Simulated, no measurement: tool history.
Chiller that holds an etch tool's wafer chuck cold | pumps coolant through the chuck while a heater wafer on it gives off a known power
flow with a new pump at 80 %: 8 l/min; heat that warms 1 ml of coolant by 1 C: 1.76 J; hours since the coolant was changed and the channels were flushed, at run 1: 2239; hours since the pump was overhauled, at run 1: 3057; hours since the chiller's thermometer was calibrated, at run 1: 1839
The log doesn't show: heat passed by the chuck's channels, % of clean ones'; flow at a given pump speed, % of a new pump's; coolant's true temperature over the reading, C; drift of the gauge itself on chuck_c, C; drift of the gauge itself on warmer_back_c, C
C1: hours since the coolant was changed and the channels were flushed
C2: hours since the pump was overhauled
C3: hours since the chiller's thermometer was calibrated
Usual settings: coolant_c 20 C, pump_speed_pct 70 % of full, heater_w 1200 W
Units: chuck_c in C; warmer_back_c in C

run 1 hour=0.0 | coolant_c=20 pump_speed_pct=70 heater_w=1200 | C1=2239 C2=3057 C3=1839 | chuck_c=34.6 warmer_back_c=5.93
run 2 hour=76.2 | coolant_c=20 pump_speed_pct=70 heater_w=1200 | C1=2315 C2=3133 C3=1916 | chuck_c=34.7 warmer_back_c=5.84
run 3 hour=141.0 | coolant_c=20 pump_speed_pct=70 heater_w=1200 | C1=2380 C2=3198 C3=1980 | chuck_c=34.9 warmer_back_c=5.83
run 4 hour=185.4 | coolant_c=13 pump_speed_pct=70 heater_w=1200 | C1=2424 C2=3242 C3=2025 | chuck_c=27.8 warmer_back_c=5.95
run 5 hour=272.0 | coolant_c=14 pump_speed_pct=70 heater_w=1200 | C1=2511 C2=3329 C3=2111 | chuck_c=28.9 warmer_back_c=5.85
run 6 hour=356.6 | coolant_c=22 pump_speed_pct=70 heater_w=1200 | C1=2596 C2=3414 C3=2196 | chuck_c=36.9 warmer_back_c=5.88
run 7 hour=443.1 | coolant_c=20 pump_speed_pct=66 heater_w=1200 | C1=2682 C2=3500 C3=2282 | chuck_c=35.8 warmer_back_c=6.20
run 8 hour=487.6 | coolant_c=20 pump_speed_pct=66 heater_w=1200 | C1=2727 C2=3545 C3=2327 | chuck_c=35.8 warmer_back_c=6.22
run 9 hour=552.4 | coolant_c=20 pump_speed_pct=66 heater_w=1200 | C1=2791 C2=3609 C3=2392 | chuck_c=35.6 warmer_back_c=6.23
run 10 hour=602.9 | coolant_c=20 pump_speed_pct=66 heater_w=1200 | C1=2842 C2=3660 C3=2442 | chuck_c=35.7 warmer_back_c=6.28
run 11 hour=650.4 | coolant_c=20 pump_speed_pct=66 heater_w=1200 | C1=2889 C2=3707 C3=2490 | chuck_c=35.7 warmer_back_c=6.23
run 12 hour=706.9 | coolant_c=20 pump_speed_pct=66 heater_w=1200 | C1=2946 C2=3764 C3=2546 | chuck_c=35.8 warmer_back_c=6.19
run 13 hour=810.5 | coolant_c=20 pump_speed_pct=66 heater_w=1200 | C1=3050 C2=3867 C3=2650 | chuck_c=35.5 warmer_back_c=6.18
run 14 hour=896.4 | coolant_c=20 pump_speed_pct=66 heater_w=1200 | C1=3135 C2=3953 C3=2736 | chuck_c=35.6 warmer_back_c=6.23
run 15 hour=992.8 | coolant_c=20 pump_speed_pct=66 heater_w=1200 | C1=3232 C2=4050 C3=2832 | chuck_c=35.6 warmer_back_c=6.16
run 16 hour=1098.4 | coolant_c=26 pump_speed_pct=89 heater_w=973 | C1=3337 C2=4155 C3=2938 | chuck_c=35.6 warmer_back_c=3.70
run 17 hour=1194.8 | coolant_c=11 pump_speed_pct=98 heater_w=612 | C1=3434 C2=4252 C3=3034 | chuck_c=16.5 warmer_back_c=2.13
run 18 hour=1292.0 | coolant_c=20 pump_speed_pct=74 heater_w=1199 | C1=3531 C2=4349 C3=3131 | chuck_c=34.0 warmer_back_c=5.59
run 19 hour=1377.4 | coolant_c=18 pump_speed_pct=68 heater_w=1081 | C1=3616 C2=4434 C3=3217 | chuck_c=31.9 warmer_back_c=5.43
run 20 hour=1464.8 | coolant_c=18 pump_speed_pct=68 heater_w=1081 | C1=3704 C2=4522 C3=3304 | chuck_c=31.8 warmer_back_c=5.50
run 21 hour=1562.3 | coolant_c=18 pump_speed_pct=68 heater_w=1081 | C1=3801 C2=4619 C3=3402 | chuck_c=31.5 warmer_back_c=5.39
run 22 hour=1665.2 | coolant_c=20 pump_speed_pct=68 heater_w=1416 | C1=3904 C2=4722 C3=3505 | chuck_c=38.0 warmer_back_c=7.13
-- hour=1727.6 coolant changed, channels flushed
run 23 hour=1748.0 | coolant_c=20 pump_speed_pct=62 heater_w=1104 | C1=20 C2=4799 C3=3581 | chuck_c=35.2 warmer_back_c=6.08
run 24 hour=1796.5 | coolant_c=20 pump_speed_pct=70 heater_w=890 | C1=69 C2=4847 C3=3630 | chuck_c=31.1 warmer_back_c=4.36
run 25 hour=1876.2 | coolant_c=17 pump_speed_pct=70 heater_w=1149 | C1=149 C2=4927 C3=3710 | chuck_c=31.1 warmer_back_c=5.56
run 26 hour=1950.8 | coolant_c=17 pump_speed_pct=70 heater_w=1149 | C1=223 C2=5002 C3=3784 | chuck_c=31.2 warmer_back_c=5.57
run 27 hour=2054.6 | coolant_c=17 pump_speed_pct=70 heater_w=1149 | C1=327 C2=5106 C3=3888 | chuck_c=31.3 warmer_back_c=5.58
run 28 hour=2099.6 | coolant_c=17 pump_speed_pct=70 heater_w=1149 | C1=372 C2=5151 C3=3933 | chuck_c=31.1 warmer_back_c=5.63
run 29 hour=2196.8 | coolant_c=20 pump_speed_pct=68 heater_w=1200 | C1=469 C2=5248 C3=4030 | chuck_c=35.2 warmer_back_c=5.98
run 30 hour=2264.7 | coolant_c=20 pump_speed_pct=70 heater_w=926 | C1=537 C2=5316 C3=4098 | chuck_c=31.4 warmer_back_c=4.57

Hidden state at the last listed run before each entry between runs and at the first one after, where it differs:
Between runs 22 and 23: coolant changed, channels flushed (hour 1727.6)
  heat passed by the chuck's channels, % of clean ones': 99.9 -> 100

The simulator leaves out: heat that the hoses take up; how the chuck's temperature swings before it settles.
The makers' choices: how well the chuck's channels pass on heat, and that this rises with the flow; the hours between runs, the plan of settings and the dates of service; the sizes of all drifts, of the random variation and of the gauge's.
